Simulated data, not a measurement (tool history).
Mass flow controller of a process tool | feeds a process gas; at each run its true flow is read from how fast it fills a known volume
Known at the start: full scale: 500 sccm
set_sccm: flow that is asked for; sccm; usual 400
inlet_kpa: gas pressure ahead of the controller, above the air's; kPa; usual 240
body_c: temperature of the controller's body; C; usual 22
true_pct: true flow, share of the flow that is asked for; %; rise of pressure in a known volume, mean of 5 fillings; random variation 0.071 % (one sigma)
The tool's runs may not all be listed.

run 1 hour=0 | set_sccm=400 inlet_kpa=240 body_c=22 | true_pct=99.86
run 2 hour=267.7 | set_sccm=400 inlet_kpa=222 body_c=22 | true_pct=99.8
run 3 hour=547.8 | set_sccm=400 inlet_kpa=222 body_c=22 | true_pct=99.74
run 4 hour=843.7 | set_sccm=400 inlet_kpa=222 body_c=22 | true_pct=99.76
run 5 hour=1212.9 | set_sccm=400 inlet_kpa=222 body_c=22 | true_pct=99.48
run 6 hour=1449.9 | set_sccm=400 inlet_kpa=240 body_c=22 | true_pct=99.31
run 7 hour=1863.9 | set_sccm=400 inlet_kpa=240 body_c=22 | true_pct=99.16
run 8 hour=2055.5 | set_sccm=400 inlet_kpa=240 body_c=22 | true_pct=99.13
run 9 hour=2308.7 | set_sccm=400 inlet_kpa=240 body_c=22 | true_pct=98.98
run 10 hour=2515.3 | set_sccm=400 inlet_kpa=240 body_c=22 | true_pct=99.07
run 11 hour=2844.5 | set_sccm=400 inlet_kpa=240 body_c=22 | true_pct=98.97
run 12 hour=3155.4 | set_sccm=400 inlet_kpa=240 body_c=22 | true_pct=98.63
run 13 hour=3473.6 | set_sccm=400 inlet_kpa=240 body_c=22 | true_pct=98.83
run 14 hour=3865.1 | set_sccm=400 inlet_kpa=240 body_c=22 | true_pct=98.46
run 15 hour=4200.3 | set_sccm=400 inlet_kpa=240 body_c=22 | true_pct=98.36
run 16 hour=4375.3 | set_sccm=400 inlet_kpa=240 body_c=22 | true_pct=98.31
run 17 hour=4730.5 | set_sccm=400 inlet_kpa=240 body_c=31 | true_pct=97.87
run 18 hour=4928.4 | set_sccm=400 inlet_kpa=240 body_c=31 | true_pct=97.72
run 19 hour=5118.5 | set_sccm=400 inlet_kpa=240 body_c=22 | true_pct=98.08
run 20 hour=5483 | set_sccm=400 inlet_kpa=240 body_c=22 | true_pct=98.12
run 21 hour=5744.3 | set_sccm=400 inlet_kpa=208 body_c=22 | true_pct=97.99
run 22 hour=6130.5 | set_sccm=400 inlet_kpa=208 body_c=22 | true_pct=97.8
run 23 hour=6464.4 | set_sccm=400 inlet_kpa=208 body_c=22 | true_pct=97.77
run 24 hour=6808.7 | set_sccm=400 inlet_kpa=240 body_c=22 | true_pct=97.62
run 25 hour=7169 | set_sccm=400 inlet_kpa=240 body_c=22 | true_pct=97.31
-- hour=7467.5 gauge calibrated
run 26 hour=7496.5 | set_sccm=400 inlet_kpa=240 body_c=22 | true_pct=99.88
run 27 hour=7737.7 | set_sccm=400 inlet_kpa=240 body_c=22 | true_pct=99.89
run 28 hour=8049.6 | set_sccm=85 inlet_kpa=240 body_c=22 | true_pct=99.23
run 29 hour=8462.2 | set_sccm=153 inlet_kpa=178 body_c=22 | true_pct=99.4
run 30 hour=8833.8 | set_sccm=130 inlet_kpa=178 body_c=33 | true_pct=98.7
-- hour=8974.6 controller's zero set anew
run 31 hour=9226.1 | set_sccm=401 inlet_kpa=203 body_c=22 | true_pct=99.37
run 32 hour=9532.1 | set_sccm=401 inlet_kpa=203 body_c=22 | true_pct=99.44
run 33 hour=9751.5 | set_sccm=351 inlet_kpa=231 body_c=29 | true_pct=98.75
run 34 hour=9996.1 | set_sccm=57 inlet_kpa=240 body_c=38 | true_pct=97.7
run 35 hour=10294.8 | set_sccm=129 inlet_kpa=243 body_c=31 | true_pct=98.05
-- hour=10551.4 controller exchanged for a calibrated one
run 36 hour=10599.8 | set_sccm=67 inlet_kpa=255 body_c=32 | true_pct=97.79
run 37 hour=10826.4 | set_sccm=118 inlet_kpa=240 body_c=22 | true_pct=98.37
run 38 hour=11089 | set_sccm=55 inlet_kpa=220 body_c=22 | true_pct=98.18
run 39 hour=11407 | set_sccm=55 inlet_kpa=191 body_c=22 | true_pct=98.18
run 40 hour=11625.2 | set_sccm=55 inlet_kpa=191 body_c=22 | true_pct=98.1
run 41 hour=11919.7 | set_sccm=55 inlet_kpa=191 body_c=29 | true_pct=97.63
run 42 hour=12196.6 | set_sccm=186 inlet_kpa=143 body_c=29 | true_pct=97.93
run 43 hour=12564.1 | set_sccm=50 inlet_kpa=190 body_c=37 | true_pct=97.11
run 44 hour=12899.9 | set_sccm=50 inlet_kpa=190 body_c=37 | true_pct=96.92
run 45 hour=13284.9 | set_sccm=435 inlet_kpa=229 body_c=34 | true_pct=97.39
run 46 hour=13609.7 | set_sccm=435 inlet_kpa=229 body_c=34 | true_pct=97.19
run 47 hour=13938.1 | set_sccm=304 inlet_kpa=229 body_c=29 | true_pct=97.23
run 48 hour=14198.8 | set_sccm=122 inlet_kpa=201 body_c=22 | true_pct=97.37
run 49 hour=14569 | set_sccm=122 inlet_kpa=201 body_c=22 | true_pct=97.17

Some steps in true_pct between neighbouring runs. How much of each would the tool show without its hidden state too (settings, what came in, random variation), and how much is left for the hidden state, with any gauge scatter that isn't in both results?
The hidden state here: flow at rest that the sensor doesn't see, % of full scale; true flow over the shown one, %; drift of the gauge itself on true_pct, %.
Run 6 -> 7: no setting changed, nothing entered. true_pct -0.15 %: hidden state -0.15, all else +0.
Run 25 -> 26: gauge calibrated. true_pct +2.57 %: hidden state +2.47, all else +0.1.
Run 28 -> 29: set_sccm 85 -> 153, inlet_kpa 240 -> 178. true_pct +0.17 %: hidden state -0.14, all else +0.31.
Run 33 -> 34: set_sccm 351 -> 57, inlet_kpa 231 -> 240, body_c 29 -> 38. true_pct -1.05 %: hidden state -0.08, all else -0.97.
Run 42 -> 43: set_sccm 186 -> 50, inlet_kpa 143 -> 190, body_c 29 -> 37. true_pct -0.82 %: hidden state -0.12, all else -0.7.

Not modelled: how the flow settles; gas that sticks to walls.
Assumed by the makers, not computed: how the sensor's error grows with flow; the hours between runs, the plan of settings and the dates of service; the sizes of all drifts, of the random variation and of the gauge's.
